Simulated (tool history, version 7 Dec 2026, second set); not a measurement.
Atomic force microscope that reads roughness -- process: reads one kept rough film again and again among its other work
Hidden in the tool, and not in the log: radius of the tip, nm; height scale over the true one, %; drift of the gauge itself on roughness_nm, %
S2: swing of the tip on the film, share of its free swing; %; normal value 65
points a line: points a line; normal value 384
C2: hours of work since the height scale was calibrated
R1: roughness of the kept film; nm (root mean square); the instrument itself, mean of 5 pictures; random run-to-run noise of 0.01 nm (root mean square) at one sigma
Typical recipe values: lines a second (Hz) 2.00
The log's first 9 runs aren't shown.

{"run": 10, "hour": 144.7, "lines a second (Hz)": 2.0, "S2": 65, "points a line": 631, "pictures with this tip": 86, "C2": 147, "R1": 2.106}
{"hour": 157.2, "done": "new tip fitted"}
{"run": 11, "hour": 162.2, "lines a second (Hz)": 2.0, "S2": 65, "points a line": 631, "pictures with this tip": 8, "C2": 159, "R1": 2.346}
{"run": 12, "hour": 170.8, "lines a second (Hz)": 2.0, "S2": 65, "points a line": 631, "pictures with this tip": 23, "C2": 165, "R1": 2.301}
{"run": 13, "hour": 185.9, "lines a second (Hz)": 2.0, "S2": 65, "points a line": 631, "pictures with this tip": 50, "C2": 176, "R1": 2.205}
{"run": 14, "hour": 202.4, "lines a second (Hz)": 2.0, "S2": 65, "points a line": 308, "pictures with this tip": 79, "C2": 189, "R1": 2.106}
{"run": 15, "hour": 211.7, "lines a second (Hz)": 2.0, "S2": 65, "points a line": 660, "pictures with this tip": 95, "C2": 196, "R1": 2.083}
{"hour": 218.9, "done": "new tip fitted"}
{"run": 16, "hour": 232.1, "lines a second (Hz)": 2.0, "S2": 65, "points a line": 810, "pictures with this tip": 23, "C2": 210, "R1": 2.302}
{"run": 17, "hour": 246.0, "lines a second (Hz)": 2.0, "S2": 65, "points a line": 810, "pictures with this tip": 47, "C2": 220, "R1": 2.227}
{"run": 18, "hour": 256.2, "lines a second (Hz)": 2.0, "S2": 84, "points a line": 810, "pictures with this tip": 65, "C2": 228, "R1": 1.95}
{"run": 19, "hour": 268.7, "lines a second (Hz)": 1.57, "S2": 84, "points a line": 455, "pictures with this tip": 87, "C2": 237, "R1": 1.95}
{"hour": 281.5, "done": "new tip fitted"}
{"run": 20, "hour": 283.6, "lines a second (Hz)": 1.57, "S2": 84, "points a line": 455, "pictures with this tip": 3, "C2": 248, "R1": 2.178}
{"run": 21, "hour": 302.3, "lines a second (Hz)": 1.57, "S2": 84, "points a line": 455, "pictures with this tip": 36, "C2": 262, "R1": 2.081}
{"run": 22, "hour": 319.2, "lines a second (Hz)": 1.57, "S2": 84, "points a line": 455, "pictures with this tip": 66, "C2": 274, "R1": 2.005}
{"run": 23, "hour": 330.3, "lines a second (Hz)": 3.21, "S2": 84, "points a line": 416, "pictures with this tip": 85, "C2": 282, "R1": 1.719}
{"run": 24, "hour": 342.4, "lines a second (Hz)": 2.0, "S2": 59, "points a line": 384, "pictures with this tip": 106, "C2": 291, "R1": 2.075}
{"hour": 343.9, "done": "new tip fitted"}
{"run": 25, "hour": 359.0, "lines a second (Hz)": 2.0, "S2": 59, "points a line": 384, "pictures with this tip": 26, "C2": 303, "R1": 2.318}
{"run": 26, "hour": 374.3, "lines a second (Hz)": 2.22, "S2": 71, "points a line": 976, "pictures with this tip": 53, "C2": 314, "R1": 2.12}
{"run": 27, "hour": 383.3, "lines a second (Hz)": 1.34, "S2": 74, "points a line": 638, "pictures with this tip": 69, "C2": 321, "R1": 2.124}
{"run": 28, "hour": 403.0, "lines a second (Hz)": 1.6, "S2": 56, "points a line": 509, "pictures with this tip": 104, "C2": 335, "R1": 2.128}
{"hour": 406.5, "done": "new tip fitted"}
{"run": 29, "hour": 415.3, "lines a second (Hz)": 1.6, "S2": 56, "points a line": 509, "pictures with this tip": 15, "C2": 344, "R1": 2.392}
{"run": 30, "hour": 427.5, "lines a second (Hz)": 3.6, "S2": 65, "points a line": 384, "pictures with this tip": 37, "C2": 353, "R1": 2.131}
{"run": 31, "hour": 438.5, "lines a second (Hz)": 1.34, "S2": 65, "points a line": 337, "pictures with this tip": 56, "C2": 361, "R1": 2.208}
{"run": 32, "hour": 458.1, "lines a second (Hz)": 1.34, "S2": 65, "points a line": 337, "pictures with this tip": 90, "C2": 376, "R1": 2.108}
{"run": 33, "hour": 466.8, "lines a second (Hz)": 0.73, "S2": 68, "points a line": 695, "pictures with this tip": 105, "C2": 382, "R1": 2.126}
{"hour": 468.7, "done": "new tip fitted"}
{"run": 34, "hour": 478.5, "lines a second (Hz)": 1.63, "S2": 65, "points a line": 536, "pictures with this tip": 17, "C2": 390, "R1": 2.359}

3 ways to go on from here, each from the tool as it stands after run 34. What would each give?
{"run": "A", "hour": 493.5, "lines a second (Hz)": 1.1, "S2": 89, "points a line": 279, "pictures with this tip": 43, "C2": 401, "R1": "?"}
{"run": "B", "hour": 493.5, "lines a second (Hz)": 2.26, "S2": 65, "points a line": 384, "pictures with this tip": 43, "C2": 401, "R1": "?"}
{"run": "C", "hour": 493.5, "lines a second (Hz)": 2.24, "S2": 66, "points a line": 384, "pictures with this tip": 43, "C2": 401, "R1": "?"}

run=A R1=2.099
run=B R1=2.233
run=C R1=2.196
With the hidden condition removed and each run's random variation left untouched, the same runs would have given:
run=A R1=2.237
run=B R1=2.380
run=C R1=2.341
